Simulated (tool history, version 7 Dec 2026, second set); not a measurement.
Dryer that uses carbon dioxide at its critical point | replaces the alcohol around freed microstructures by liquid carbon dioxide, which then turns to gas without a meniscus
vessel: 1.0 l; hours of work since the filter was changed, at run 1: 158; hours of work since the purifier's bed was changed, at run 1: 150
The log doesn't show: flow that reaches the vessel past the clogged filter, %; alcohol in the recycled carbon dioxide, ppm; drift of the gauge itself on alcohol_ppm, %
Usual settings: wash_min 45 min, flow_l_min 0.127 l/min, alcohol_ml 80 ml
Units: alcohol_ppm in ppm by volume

run	day	wash_min	flow_l_min	alcohol_ml	hours of work since the filter was changed	hours of work since the purifier's bed was changed	alcohol_ppm
1	0	45	0.127	80	158	150	494
2	0.575	45	0.127	80	162	155	504
3	1.108	45	0.085	80	166	158	2458
4	1.579	45	0.146	80	169	162	260
5	2.15	45	0.146	38	173	166	134
6	2.862	45	0.146	38	179	171	141
7	3.308	45	0.146	38	182	174	135
8	3.808	45	0.146	38	185	178	128
9	4.496	45	0.146	38	190	183	141
10	5.117	45	0.146	38	195	188	143
11	5.558	45	0.146	38	198	191	133
12	5.938	45	0.127	80	201	194	523
13	6.254	45	0.137	80	203	196	382
14	6.858	45	0.137	80	208	200	366
15	7.388	45	0.137	80	211	204	370
16	8.012	27	0.129	80	216	209	3781
17	8.367	27	0.129	80	218	211	3714
18	8.708	45	0.149	65	221	214	222
19	9.458	36	0.103	101	226	219	3668
20	9.979	36	0.103	101	230	223	3647
21	10.646	36	0.103	101	235	228	3831
22	11.229	38	0.125	75	239	232	1191
23	11.533	40	0.212	37	241	234	63
24	11.962	69	0.155	79	245	237	33
# day 12.075: inlet filter changed
25	12.396	69	0.128	20	2	240	37
26	12.95	31	0.077	114	6	244	12015
27	13.462	47	0.095	39	10	248	616

Forecast each of these 3 alternatives for the next run:
A	14.108	55	0.09	52	15	252	?
B	14.108	64	0.095	39	15	252	?
C	14.108	45	0.127	78	15	252	?

run	alcohol_ppm
A	508
B	153
C	404
Without the tool's hidden state the same runs would have given:
run	alcohol_ppm
A	471
B	123
C	369

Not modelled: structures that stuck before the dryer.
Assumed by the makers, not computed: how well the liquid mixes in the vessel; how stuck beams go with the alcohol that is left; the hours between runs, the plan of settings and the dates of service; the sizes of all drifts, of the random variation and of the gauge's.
